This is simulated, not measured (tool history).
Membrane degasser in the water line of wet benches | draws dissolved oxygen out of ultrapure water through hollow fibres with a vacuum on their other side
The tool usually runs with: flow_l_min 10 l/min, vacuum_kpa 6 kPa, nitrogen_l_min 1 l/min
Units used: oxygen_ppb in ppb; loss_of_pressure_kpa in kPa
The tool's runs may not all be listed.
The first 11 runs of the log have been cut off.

run     day  flow_l_min  vacuum_kpa  nitrogen_l_min  oxygen_ppb  loss_of_pressure_kpa
 12  20.096          11           6               1        85.6                 64.83
 13  22.838          10           6            2.45        35.8                 58.34
 14  24.983          10        9.07               1       149.9                 58.59
 15    26.5          10        9.07               1       146.9                 58.36
 16  28.071          10        9.07               1       145.6                  58.5
 17  30.617          10        9.13               1       151.1                 58.48
 18  33.183          10        5.55            1.21        55.9                 58.45
 19  35.283          10        5.55            1.21        55.5                 58.76
 20  36.388          10        5.55            1.21        55.9                 58.63
 21  39.033          10        3.97            0.96        29.1                 59.02
 22  40.921          10       13.85             1.6       170.9                 58.83
 23  42.467          10       13.85             1.6       172.6                 58.85
 24  44.404          10       13.85             1.6       167.8                  59.1
 25   46.45           7       12.66            0.64       251.3                 41.23
 26  48.208           7       12.66            0.64       250.3                 41.14
 27  49.938           7       12.66            0.64       252.7                 41.13
 28  52.596           7       12.66            0.64       253.6                 41.37
 29  54.446          12           7             0.4       263.1                 70.69
 30  56.562          10           6            1.48        54.6                 58.92
 31  59.292          10           6            1.48        55.2                 58.96
 32  61.533          10           6            1.48        54.7                 58.83
 33  63.388          14        5.93            2.26        63.6                 82.27

Forecast each of these 3 alternatives for the next run:
  A  64.746          15        4.58               1           ?                     ?
  B  64.746          10        9.56            0.55           ?                     ?
  C  64.746          10       13.37               1           ?                     ?

run  oxygen_ppb  loss_of_pressure_kpa
  A        77.9                 88.03
  B       271.3                 59.21
  C       253.3                 58.91
Stripped of hidden state, with their random variation kept, the same runs would have yielded:
run  oxygen_ppb  loss_of_pressure_kpa
  A        66.8                  86.7
  B       256.9                 58.32
  C       241.7                 58.02
